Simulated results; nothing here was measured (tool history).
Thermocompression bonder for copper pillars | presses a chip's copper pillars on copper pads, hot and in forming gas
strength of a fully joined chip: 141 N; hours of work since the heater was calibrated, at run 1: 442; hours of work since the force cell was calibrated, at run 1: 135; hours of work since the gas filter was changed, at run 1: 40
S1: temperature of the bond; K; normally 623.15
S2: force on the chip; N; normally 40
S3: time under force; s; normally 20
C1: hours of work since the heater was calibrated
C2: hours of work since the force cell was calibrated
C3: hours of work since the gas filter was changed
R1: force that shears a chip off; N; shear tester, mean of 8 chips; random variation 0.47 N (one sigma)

run 1 hour=0.0 | S1=623.15 S2=40 S3=20 | C1=442 C2=135 C3=40 | R1=54.9
run 2 hour=14.1 | S1=623.15 S2=40 S3=20 | C1=448 C2=142 C3=46 | R1=55.2
run 3 hour=30.0 | S1=628.15 S2=40 S3=20 | C1=455 C2=149 C3=53 | R1=58.3
run 4 hour=51.7 | S1=623.15 S2=40 S3=20 | C1=465 C2=158 C3=63 | R1=55.0
run 5 hour=62.9 | S1=623.15 S2=40 S3=20 | C1=470 C2=163 C3=68 | R1=55.3
run 6 hour=87.6 | S1=623.15 S2=40 S3=20 | C1=481 C2=174 C3=79 | R1=56.3
run 7 hour=99.6 | S1=623.15 S2=40 S3=20 | C1=486 C2=180 C3=84 | R1=55.6
run 8 hour=115.3 | S1=623.15 S2=40 S3=20 | C1=493 C2=187 C3=91 | R1=55.5
run 9 hour=127.4 | S1=623.15 S2=40 S3=20 | C1=499 C2=192 C3=97 | R1=56.1
run 10 hour=146.8 | S1=623.15 S2=40 S3=20 | C1=507 C2=201 C3=105 | R1=55.9
run 11 hour=161.0 | S1=623.15 S2=40 S3=20 | C1=514 C2=207 C3=112 | R1=55.6
run 12 hour=184.5 | S1=623.15 S2=40 S3=20 | C1=524 C2=218 C3=122 | R1=54.5
run 13 hour=201.8 | S1=623.15 S2=40 S3=20 | C1=532 C2=225 C3=130 | R1=55.2
run 14 hour=213.7 | S1=623.15 S2=40 S3=20 | C1=537 C2=231 C3=135 | R1=56.3
run 15 hour=225.3 | S1=623.15 S2=40 S3=11 | C1=542 C2=236 C3=141 | R1=44.2
run 16 hour=243.0 | S1=623.15 S2=40 S3=11 | C1=550 C2=244 C3=148 | R1=44.1
run 17 hour=264.1 | S1=623.15 S2=40 S3=11 | C1=560 C2=253 C3=158 | R1=43.8
run 18 hour=281.3 | S1=623.15 S2=40 S3=11 | C1=567 C2=261 C3=166 | R1=44.2
run 19 hour=300.5 | S1=623.15 S2=40 S3=11 | C1=576 C2=270 C3=174 | R1=44.4
run 20 hour=313.4 | S1=610.15 S2=40 S3=20 | C1=582 C2=275 C3=180 | R1=50.0
run 21 hour=336.0 | S1=623.15 S2=53 S3=20 | C1=592 C2=285 C3=190 | R1=66.1
run 22 hour=355.3 | S1=623.15 S2=60 S3=32 | C1=600 C2=294 C3=199 | R1=82.1
run 23 hour=367.9 | S1=598.15 S2=56 S3=11 | C1=606 C2=300 C3=204 | R1=45.6
run 24 hour=390.5 | S1=598.15 S2=56 S3=11 | C1=616 C2=310 C3=214 | R1=44.6
run 25 hour=403.9 | S1=601.15 S2=38 S3=52 | C1=622 C2=316 C3=220 | R1=65.4
run 26 hour=428.8 | S1=601.15 S2=38 S3=52 | C1=633 C2=327 C3=232 | R1=65.9
run 27 hour=442.8 | S1=625.15 S2=55 S3=19 | C1=640 C2=333 C3=238 | R1=66.9
run 28 hour=462.2 | S1=625.15 S2=55 S3=19 | C1=648 C2=342 C3=246 | R1=66.7
run 29 hour=475.2 | S1=613.15 S2=40 S3=42 | C1=654 C2=348 C3=252 | R1=68.5
run 30 hour=499.3 | S1=643.15 S2=40 S3=42 | C1=665 C2=358 C3=263 | R1=80.5
run 31 hour=511.0 | S1=610.15 S2=40 S3=42 | C1=670 C2=364 C3=268 | R1=66.2
run 32 hour=529.2 | S1=616.15 S2=60 S3=35 | C1=678 C2=372 C3=276 | R1=81.1
run 33 hour=547.3 | S1=643.15 S2=33 S3=32 | C1=686 C2=380 C3=285 | R1=67.2
run 34 hour=567.8 | S1=616.15 S2=26 S3=29 | C1=696 C2=389 C3=294 | R1=46.2
run 35 hour=593.0 | S1=616.15 S2=26 S3=29 | C1=707 C2=400 C3=305 | R1=46.5
run 36 hour=615.5 | S1=625.15 S2=35 S3=30 | C1=717 C2=410 C3=315 | R1=61.1
run 37 hour=626.1 | S1=625.15 S2=35 S3=30 | C1=722 C2=415 C3=320 | R1=60.9
run 38 hour=637.7 | S1=625.15 S2=35 S3=30 | C1=727 C2=420 C3=325 | R1=60.8
run 39 hour=659.6 | S1=633.15 S2=33 S3=15 | C1=737 C2=430 C3=335 | R1=48.1
run 40 hour=681.8 | S1=639.15 S2=29 S3=57 | C1=746 C2=440 C3=345 | R1=74.1

4 ways to go on from here, each from the tool as it stands after run 40. What would each give?
run A hour=704.9 | S1=594.15 S2=25 S3=20 | C1=757 C2=450 C3=355 | R1=?
run B hour=704.9 | S1=639.15 S2=25 S3=57 | C1=757 C2=450 C3=355 | R1=?
run C hour=704.9 | S1=617.15 S2=40 S3=36 | C1=757 C2=450 C3=355 | R1=?
run D hour=704.9 | S1=644.15 S2=40 S3=20 | C1=757 C2=450 C3=355 | R1=?

run=A R1=32.2
run=B R1=68.9
run=C R1=65.7
run=D R1=64.4
Without the tool's unlogged condition, the same runs would have read:
run=A R1=32.4
run=B R1=69.2
run=C R1=66.0
run=D R1=64.7

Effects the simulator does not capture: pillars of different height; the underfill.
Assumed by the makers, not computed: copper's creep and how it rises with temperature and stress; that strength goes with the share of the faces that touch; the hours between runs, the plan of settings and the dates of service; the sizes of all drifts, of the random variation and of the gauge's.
